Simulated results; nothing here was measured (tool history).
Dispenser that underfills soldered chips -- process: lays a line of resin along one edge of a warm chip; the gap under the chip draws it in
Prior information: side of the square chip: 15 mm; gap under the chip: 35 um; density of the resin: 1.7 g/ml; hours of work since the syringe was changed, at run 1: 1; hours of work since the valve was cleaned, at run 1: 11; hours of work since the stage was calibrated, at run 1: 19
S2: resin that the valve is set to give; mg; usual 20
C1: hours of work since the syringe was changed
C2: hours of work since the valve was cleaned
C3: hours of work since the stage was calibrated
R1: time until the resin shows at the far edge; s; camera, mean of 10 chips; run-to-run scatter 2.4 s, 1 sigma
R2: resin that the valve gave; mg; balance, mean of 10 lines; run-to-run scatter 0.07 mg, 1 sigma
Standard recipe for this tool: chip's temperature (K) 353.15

run 1 hour=0 | chip's_temperature_(K)=353.15 S2=20 | C1=1 C2=11 C3=19 | R1=256.8 R2=19.93
run 2 hour=4.5 | chip's_temperature_(K)=353.15 S2=20 | C1=4 C2=14 C3=22 | R1=334.3 R2=19.83
run 3 hour=8.1 | chip's_temperature_(K)=353.15 S2=20 | C1=7 C2=16 C3=24 | R1=411.9 R2=19.91
run 4 hour=12.2 | chip's_temperature_(K)=353.15 S2=20 | C1=10 C2=19 C3=27 | R1=524.9 R2=19.86
-- hour=13.3 new syringe of resin
run 5 hour=15.3 | chip's_temperature_(K)=353.15 S2=20 | C1=1 C2=21 C3=29 | R1=267.7 R2=19.85
run 6 hour=18.3 | chip's_temperature_(K)=353.15 S2=20.6 | C1=4 C2=23 C3=31 | R1=317.3 R2=20.51
run 7 hour=20.6 | chip's_temperature_(K)=353.15 S2=20.6 | C1=5 C2=25 C3=33 | R1=371.8 R2=20.4
run 8 hour=26.1 | chip's_temperature_(K)=353.15 S2=20.6 | C1=9 C2=29 C3=37 | R1=517.9 R2=20.28
-- hour=27.5 new syringe of resin
run 9 hour=29.9 | chip's_temperature_(K)=353.15 S2=20.6 | C1=2 C2=31 C3=39 | R1=266.4 R2=20.31
run 10 hour=34.5 | chip's_temperature_(K)=353.15 S2=20 | C1=5 C2=35 C3=43 | R1=356 R2=19.65
run 11 hour=36.9 | chip's_temperature_(K)=353.15 S2=20 | C1=7 C2=37 C3=44 | R1=406.9 R2=19.64
-- hour=41.7 new syringe of resin
run 12 hour=42.3 | chip's_temperature_(K)=367.15 S2=20 | C1=0 C2=40 C3=48 | R1=134.3 R2=19.6
-- hour=47.5 dispensing valve cleaned and set on the balance
run 13 hour=47.8 | chip's_temperature_(K)=367.15 S2=20 | C1=4 C2=0 C3=51 | R1=173 R2=20.02
run 14 hour=50.7 | chip's_temperature_(K)=353.15 S2=20 | C1=6 C2=2 C3=53 | R1=375.5 R2=19.96
run 15 hour=53.6 | chip's_temperature_(K)=353.15 S2=20 | C1=8 C2=4 C3=56 | R1=451.8 R2=19.92
-- hour=56.8 new syringe of resin
run 16 hour=58.6 | chip's_temperature_(K)=353.15 S2=18.8 | C1=1 C2=8 C3=59 | R1=269.7 R2=18.84
run 17 hour=61.9 | chip's_temperature_(K)=353.15 S2=18.8 | C1=4 C2=10 C3=61 | R1=333.1 R2=18.73
run 18 hour=64.4 | chip's_temperature_(K)=353.15 S2=17.9 | C1=5 C2=12 C3=63 | R1=388.8 R2=17.72
run 19 hour=67 | chip's_temperature_(K)=353.15 S2=17.9 | C1=7 C2=14 C3=65 | R1=448.1 R2=17.72
-- hour=71 new syringe of resin
run 20 hour=72 | chip's_temperature_(K)=360.15 S2=19.8 | C1=1 C2=17 C3=68 | R1=186.1 R2=19.56
run 21 hour=76.2 | chip's_temperature_(K)=362.15 S2=22.7 | C1=4 C2=20 C3=71 | R1=213.9 R2=22.44
run 22 hour=81.4 | chip's_temperature_(K)=347.15 S2=21.7 | C1=7 C2=24 C3=75 | R1=575.8 R2=21.48
run 23 hour=83.8 | chip's_temperature_(K)=366.15 S2=25.3 | C1=9 C2=26 C3=77 | R1=281.1 R2=25.01
-- hour=85.2 new syringe of resin
run 24 hour=86.6 | chip's_temperature_(K)=366.15 S2=25.6 | C1=1 C2=27 C3=78 | R1=140.1 R2=25.34
run 25 hour=89.9 | chip's_temperature_(K)=366.15 S2=25.6 | C1=3 C2=30 C3=81 | R1=170.2 R2=25.35
run 26 hour=92.8 | chip's_temperature_(K)=366.15 S2=25.6 | C1=5 C2=32 C3=83 | R1=199.7 R2=25.21
run 27 hour=95.6 | chip's_temperature_(K)=355.15 S2=17.8 | C1=7 C2=34 C3=85 | R1=408.4 R2=17.46
-- hour=99.5 new syringe of resin
run 28 hour=101.1 | chip's_temperature_(K)=355.15 S2=17.8 | C1=1 C2=37 C3=89 | R1=243.3 R2=17.49
run 29 hour=105 | chip's_temperature_(K)=355.15 S2=17.8 | C1=4 C2=40 C3=91 | R1=300.7 R2=17.49
run 30 hour=107.5 | chip's_temperature_(K)=358.15 S2=20 | C1=6 C2=42 C3=93 | R1=305.8 R2=19.64
-- hour=110 dispensing valve cleaned and set on the balance
run 31 hour=111.8 | chip's_temperature_(K)=363.15 S2=20 | C1=8 C2=1 C3=96 | R1=293.7 R2=20.08
-- hour=114.7 new syringe of resin
run 32 hour=115.7 | chip's_temperature_(K)=339.15 S2=22.5 | C1=1 C2=4 C3=98 | R1=463.1 R2=22.5
run 33 hour=120 | chip's_temperature_(K)=352.15 S2=25.2 | C1=4 C2=7 C3=101 | R1=327.4 R2=25.24
run 34 hour=123.8 | chip's_temperature_(K)=352.15 S2=25.2 | C1=7 C2=10 C3=104 | R1=407.5 R2=25.2
run 35 hour=127.3 | chip's_temperature_(K)=353.15 S2=20 | C1=9 C2=12 C3=106 | R1=493.3 R2=19.94

Hidden state or all else? Some run-to-run changes of R1, split into what the settings, what came in and random variation would give without the hidden state, and what is left for the hidden state (with any gauge scatter that isn't in both results):
The hidden state here: resin's viscosity, % of fresh resin's; dose that the valve gives, % of what is set; true chip temperature over the reading, C; drift of the gauge itself on fill_s, %; drift of the gauge itself on given_mg, %.
Run 4 -> 5: new syringe of resin. R1 -257.2 s: hidden state -256, all else -1.2.
Run 8 -> 9: new syringe of resin. R1 -251.5 s: hidden state -247.4, all else -4.1.
Run 11 -> 12: chip's temperature (K) 353.15 -> 367.15, new syringe of resin. R1 -272.6 s: hidden state -162.3, all else -110.3.
Run 21 -> 22: chip's temperature (K) 362.15 -> 347.15, S2 22.7 -> 21.7. R1 +361.9 s: hidden state +203.7, all else +158.2.
Run 22 -> 23: chip's temperature (K) 347.15 -> 366.15, S2 21.7 -> 25.3. R1 -294.7 s: hidden state -110.7, all else -184.

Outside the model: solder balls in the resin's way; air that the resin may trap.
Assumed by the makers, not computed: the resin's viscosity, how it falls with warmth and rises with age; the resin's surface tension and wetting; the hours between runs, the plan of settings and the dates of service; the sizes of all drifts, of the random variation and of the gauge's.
